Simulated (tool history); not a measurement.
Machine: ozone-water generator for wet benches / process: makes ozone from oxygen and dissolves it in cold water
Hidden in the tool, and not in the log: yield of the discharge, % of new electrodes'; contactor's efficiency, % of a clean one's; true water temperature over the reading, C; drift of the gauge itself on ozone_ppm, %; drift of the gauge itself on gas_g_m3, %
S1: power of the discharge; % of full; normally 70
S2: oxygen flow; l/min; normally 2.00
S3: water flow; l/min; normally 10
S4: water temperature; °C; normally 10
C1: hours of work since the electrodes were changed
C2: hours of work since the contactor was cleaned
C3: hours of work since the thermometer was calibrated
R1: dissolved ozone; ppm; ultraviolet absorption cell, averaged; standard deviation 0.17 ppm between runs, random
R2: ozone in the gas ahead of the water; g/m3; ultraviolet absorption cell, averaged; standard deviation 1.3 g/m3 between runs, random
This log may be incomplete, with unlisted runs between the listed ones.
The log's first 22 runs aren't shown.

run 23 hour=982.2 | S1=60 S2=1.81 S3=7 S4=10 | C1=2176 C2=265 C3=4335 | R1=27.5 R2=209.6
run 24 hour=1018.3 | S1=60 S2=1.81 S3=7 S4=10 | C1=2210 C2=299 C3=4369 | R1=27.1 R2=206.6
run 25 hour=1073.5 | S1=70 S2=1.10 S3=8 S4=17 | C1=2263 C2=352 C3=4422 | R1=21.3 R2=275.2
run 26 hour=1116.3 | S1=44 S2=3.19 S3=16 S4=9 | C1=2304 C2=393 C3=4462 | R1=11.0 R2=133.2
-- hour=1156.0 water thermometer calibrated
run 27 hour=1165.5 | S1=44 S2=3.19 S3=16 S4=9 | C1=2350 C2=439 C3=9 | R1=11.1 R2=131.7
run 28 hour=1193.1 | S1=82 S2=1.43 S3=8 S4=7 | C1=2377 C2=465 C3=35 | R1=29.5 R2=288.7
run 29 hour=1225.2 | S1=57 S2=2.00 S3=8 S4=9 | C1=2407 C2=496 C3=66 | R1=24.0 R2=189.4
run 30 hour=1263.7 | S1=57 S2=2.00 S3=8 S4=9 | C1=2444 C2=533 C3=103 | R1=24.4 R2=191.5
-- hour=1288.3 gauge calibrated
run 31 hour=1320.0 | S1=57 S2=2.00 S3=8 S4=9 | C1=2498 C2=586 C3=156 | R1=23.9 R2=196.2
run 32 hour=1344.9 | S1=51 S2=2.00 S3=7 S4=7 | C1=2521 C2=610 C3=180 | R1=25.5 R2=177.7

3 options for the next run, each taken on its own from the tool as it stands now. Forecast them:
run A hour=1373.2 | S1=51 S2=2.00 S3=7 S4=7 | C1=2548 C2=637 C3=207 | R1=? R2=?
run B hour=1373.2 | S1=70 S2=1.38 S3=15 S4=10 | C1=2548 C2=637 C3=207 | R1=? R2=?
run C hour=1373.2 | S1=51 S2=2.00 S3=10 S4=6 | C1=2548 C2=637 C3=207 | R1=? R2=?

run=A R1=25.4 R2=178.5
run=B R1=12.2 R2=260.3
run=C R1=17.8 R2=178.3
Stripped of hidden state, with their random variation kept, the same runs would have yielded:
run=A R1=25.5 R2=179.0
run=B R1=12.2 R2=261.2
run=C R1=17.9 R2=178.9
